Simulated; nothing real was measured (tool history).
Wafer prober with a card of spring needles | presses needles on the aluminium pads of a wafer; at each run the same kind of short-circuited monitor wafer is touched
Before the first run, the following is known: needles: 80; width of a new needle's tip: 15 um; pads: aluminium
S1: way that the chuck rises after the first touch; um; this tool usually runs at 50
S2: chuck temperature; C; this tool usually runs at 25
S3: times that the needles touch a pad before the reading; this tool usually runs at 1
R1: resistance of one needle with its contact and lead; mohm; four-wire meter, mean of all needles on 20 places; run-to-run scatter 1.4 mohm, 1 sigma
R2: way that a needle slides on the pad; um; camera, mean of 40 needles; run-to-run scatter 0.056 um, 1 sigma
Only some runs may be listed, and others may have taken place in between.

{"run": 1, "hour": 0.0, "S1": 50, "S2": 25, "S3": 1, "R1": 237, "R2": 11.98}
{"run": 2, "hour": 7.9, "S1": 50, "S2": 25, "S3": 1, "R1": 177, "R2": 11.96}
{"run": 3, "hour": 14.8, "S1": 50, "S2": 25, "S3": 1, "R1": 325, "R2": 11.86}
{"run": 4, "hour": 21.0, "S1": 54, "S2": 25, "S3": 1, "R1": 266, "R2": 12.89}
{"run": 5, "hour": 33.3, "S1": 54, "S2": 25, "S3": 1, "R1": 296, "R2": 12.78}
{"run": 6, "hour": 47.6, "S1": 54, "S2": 25, "S3": 1, "R1": 261, "R2": 12.64}
{"run": 7, "hour": 54.1, "S1": 54, "S2": 25, "S3": 1, "R1": 205, "R2": 12.56}
{"run": 8, "hour": 68.0, "S1": 54, "S2": 25, "S3": 1, "R1": 294, "R2": 12.74}
{"run": 9, "hour": 81.9, "S1": 54, "S2": 25, "S3": 1, "R1": 224, "R2": 12.57}
{"run": 10, "hour": 96.4, "S1": 54, "S2": 25, "S3": 1, "R1": 307, "R2": 12.54}
{"run": 11, "hour": 105.9, "S1": 61, "S2": 25, "S3": 1, "R1": 271, "R2": 14.22}
{"run": 12, "hour": 117.8, "S1": 37, "S2": 42, "S3": 1, "R1": 218, "R2": 8.55}
{"run": 13, "hour": 124.4, "S1": 64, "S2": 56, "S3": 1, "R1": 250, "R2": 15.01}
{"run": 14, "hour": 133.0, "S1": 50, "S2": 123, "S3": 1, "R1": 302, "R2": 11.92}
{"run": 15, "hour": 140.6, "S1": 50, "S2": 123, "S3": 1, "R1": 289, "R2": 11.99}
{"run": 16, "hour": 149.3, "S1": 50, "S2": 123, "S3": 3, "R1": 195, "R2": 11.89}
{"run": 17, "hour": 158.4, "S1": 50, "S2": 25, "S3": 3, "R1": 188, "R2": 11.87}
{"run": 18, "hour": 170.5, "S1": 50, "S2": 25, "S3": 3, "R1": 201, "R2": 11.9}

Not shown here: 20 entries made in the log between runs. Locate each between two listed runs and compare the hidden state at the listed run before it with the hidden state at the listed run after it:
Logged between run 1 and run 2: tips cleaned on abrasive film (hour 7.2)
  debris on the tips, nm: 67.8 -> 30.8; way that the needles fall short of the set height, um: 0.17 -> 0.31; tips' diameter, um: 17.29 -> 17.34
  the result without the hidden state subtracted from the measured one, R1: +110 -> +52 mohm; R2: -0.04 -> -0.08 um
Logged between run 3 and run 4: tips cleaned on abrasive film (hour 16.0)
  debris on the tips, nm: 122.2 -> 101.3; way that the needles fall short of the set height, um: 0.31 -> 0.4; tips' diameter, um: 17.34 -> 17.37
  the result without the hidden state subtracted from the measured one, R1: +196 -> +141 mohm; R2: -0.08 -> -0.09 um
Logged between run 4 and run 5: tips cleaned on abrasive film (hour 25.6)
  debris on the tips, nm: 101.3 -> 122; way that the needles fall short of the set height, um: 0.4 -> 0.52; tips' diameter, um: 17.37 -> 17.41
  the result without the hidden state subtracted from the measured one, R1: +141 -> +171 mohm; R2: -0.09 -> -0.13 um
Logged between run 5 and run 6: tips cleaned on abrasive film (hour 34.5); tips cleaned on abrasive film (hour 43.4)
  debris on the tips, nm: 122 -> 94.8; way that the needles fall short of the set height, um: 0.52 -> 0.73; tips' diameter, um: 17.41 -> 17.48
  the result without the hidden state subtracted from the measured one, R1: +171 -> +137 mohm; R2: -0.13 -> -0.18 um
Logged between run 6 and run 7: tips cleaned on abrasive film (hour 52.1)
  debris on the tips, nm: 94.8 -> 54.1; way that the needles fall short of the set height, um: 0.73 -> 0.87; tips' diameter, um: 17.48 -> 17.53
  the result without the hidden state subtracted from the measured one, R1: +137 -> +81 mohm; R2: -0.18 -> -0.21 um
Logged between run 7 and run 8: tips cleaned on abrasive film (hour 61.2)
  debris on the tips, nm: 54.1 -> 115.8; way that the needles fall short of the set height, um: 0.87 -> 1; tips' diameter, um: 17.53 -> 17.58
  the result without the hidden state subtracted from the measured one, R1: +81 -> +170 mohm; R2: -0.21 -> -0.24 um
Logged between run 8 and run 9: height of the first contact set anew (hour 69.0); tips cleaned on abrasive film (hour 70.3); tips cleaned on abrasive film (hour 79.5)
  debris on the tips, nm: 115.8 -> 66.1; way that the needles fall short of the set height, um: 1 -> 1.39; tips' diameter, um: 17.58 -> 17.67
  the result without the hidden state subtracted from the measured one, R1: +170 -> +101 mohm; R2: -0.24 -> -0.33 um
Logged between run 9 and run 10: tips cleaned on abrasive film (hour 88.8)
  debris on the tips, nm: 66.1 -> 119.3; way that the needles fall short of the set height, um: 1.39 -> 1.5; tips' diameter, um: 17.67 -> 17.7
  the result without the hidden state subtracted from the measured one, R1: +101 -> +181 mohm; R2: -0.33 -> -0.35 um
Logged between run 10 and run 11: tips cleaned on abrasive film (hour 97.7)
  debris on the tips, nm: 119.3 -> 125; way that the needles fall short of the set height, um: 1.5 -> 1.63; tips' diameter, um: 17.7 -> 17.75
  the result without the hidden state subtracted from the measured one, R1: +181 -> +150 mohm; R2: -0.35 -> -0.39 um
Logged between run 11 and run 12: tips cleaned on abrasive film (hour 107.2); tips cleaned on abrasive film (hour 117.1)
  debris on the tips, nm: 125 -> 22.3; way that the needles fall short of the set height, um: 1.63 -> 1.84; tips' diameter, um: 17.75 -> 17.82
  the result without the hidden state subtracted from the measured one, R1: +150 -> +78 mohm; R2: -0.39 -> -0.44 um
Logged between run 13 and run 14: tips cleaned on abrasive film (hour 126.7); height of the first contact set anew, once more (hour 132.1)
  debris on the tips, nm: 118.6 -> 113.7; way that the needles fall short of the set height, um: 1.84 -> 0; tips' diameter, um: 17.82 -> 17.86
  the result without the hidden state subtracted from the measured one, R1: +127 -> +160 mohm; R2: -0.44 -> +0.00 um
Logged between run 14 and run 15: tips cleaned on abrasive film (hour 136.2)
  debris on the tips, nm: 113.7 -> 97; way that the needles fall short of the set height, um: 0 -> 0.13; tips' diameter, um: 17.86 -> 17.91
  the result without the hidden state subtracted from the measured one, R1: +160 -> +144 mohm; R2: +0.00 -> -0.03 um
Logged between run 15 and run 16: tips cleaned on abrasive film (hour 145.2)
  debris on the tips, nm: 97 -> 90; way that the needles fall short of the set height, um: 0.13 -> 0.25; tips' diameter, um: 17.91 -> 17.95
  the result without the hidden state subtracted from the measured one, R1: +144 -> +52 mohm; R2: -0.03 -> -0.06 um
Logged between run 16 and run 17: tips cleaned on abrasive film (hour 155.0)
  debris on the tips, nm: 90 -> 90.2; way that the needles fall short of the set height, um: 0.25 -> 0.39; tips' diameter, um: 17.95 -> 18
  the result without the hidden state subtracted from the measured one, R1: +52 -> +60 mohm; R2: -0.06 -> -0.10 um
Logged between run 17 and run 18: tips cleaned on abrasive film (hour 164.5)
  debris on the tips, nm: 90.2 -> 109.3; way that the needles fall short of the set height, um: 0.39 -> 0.51; tips' diameter, um: 18 -> 18.04
  the result without the hidden state subtracted from the measured one, R1: +60 -> +73 mohm; R2: -0.10 -> -0.12 um

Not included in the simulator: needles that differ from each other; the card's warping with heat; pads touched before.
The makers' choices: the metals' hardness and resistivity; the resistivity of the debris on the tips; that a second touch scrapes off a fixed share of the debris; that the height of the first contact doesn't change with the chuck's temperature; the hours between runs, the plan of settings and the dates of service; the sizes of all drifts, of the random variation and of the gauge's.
